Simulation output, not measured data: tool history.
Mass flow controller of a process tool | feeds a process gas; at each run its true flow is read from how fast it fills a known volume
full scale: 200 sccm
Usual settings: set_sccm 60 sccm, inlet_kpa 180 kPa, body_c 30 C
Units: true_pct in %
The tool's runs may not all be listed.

run 1 hour=0 | set_sccm=60 inlet_kpa=180 body_c=30 | true_pct=99.27
-- hour=106.6 controller's zero set anew
run 2 hour=234.1 | set_sccm=60 inlet_kpa=180 body_c=30 | true_pct=99.13
run 3 hour=533.2 | set_sccm=60 inlet_kpa=180 body_c=32 | true_pct=99.18
run 4 hour=835.2 | set_sccm=53 inlet_kpa=180 body_c=30 | true_pct=98.97
-- hour=1074.9 controller exchanged for a calibrated one
run 5 hour=1129.9 | set_sccm=53 inlet_kpa=180 body_c=30 | true_pct=99
run 6 hour=1440.2 | set_sccm=53 inlet_kpa=180 body_c=30 | true_pct=98.81
run 7 hour=1754.1 | set_sccm=60 inlet_kpa=216 body_c=30 | true_pct=98.74
run 8 hour=2046.3 | set_sccm=60 inlet_kpa=216 body_c=30 | true_pct=98.79
run 9 hour=2344.6 | set_sccm=60 inlet_kpa=216 body_c=30 | true_pct=98.66
run 10 hour=2496.1 | set_sccm=60 inlet_kpa=216 body_c=30 | true_pct=98.6
run 11 hour=2702.8 | set_sccm=42 inlet_kpa=144 body_c=21 | true_pct=98.57
run 12 hour=2902.1 | set_sccm=60 inlet_kpa=180 body_c=27 | true_pct=98.43
run 13 hour=3204.6 | set_sccm=60 inlet_kpa=180 body_c=27 | true_pct=98.45
run 14 hour=3488.6 | set_sccm=52 inlet_kpa=176 body_c=38 | true_pct=98.76
run 15 hour=3787.9 | set_sccm=60 inlet_kpa=180 body_c=28 | true_pct=98.41

Forecast each of these 5 alternatives for the next run:
run A hour=4104.1 | set_sccm=24 inlet_kpa=180 body_c=30 | true_pct=?
run B hour=4104.1 | set_sccm=60 inlet_kpa=182 body_c=30 | true_pct=?
run C hour=4104.1 | set_sccm=117 inlet_kpa=242 body_c=28 | true_pct=?
run D hour=4104.1 | set_sccm=66 inlet_kpa=155 body_c=21 | true_pct=?
run E hour=4104.1 | set_sccm=140 inlet_kpa=180 body_c=37 | true_pct=?

run=A true_pct=98.14
run=B true_pct=98.19
run=C true_pct=98.47
run=D true_pct=98.25
run=E true_pct=98.98
Without the tool's hidden state the same runs would have given:
run=A true_pct=99.08
run=B true_pct=99.12
run=C true_pct=99.39
run=D true_pct=99.18
run=E true_pct=99.91
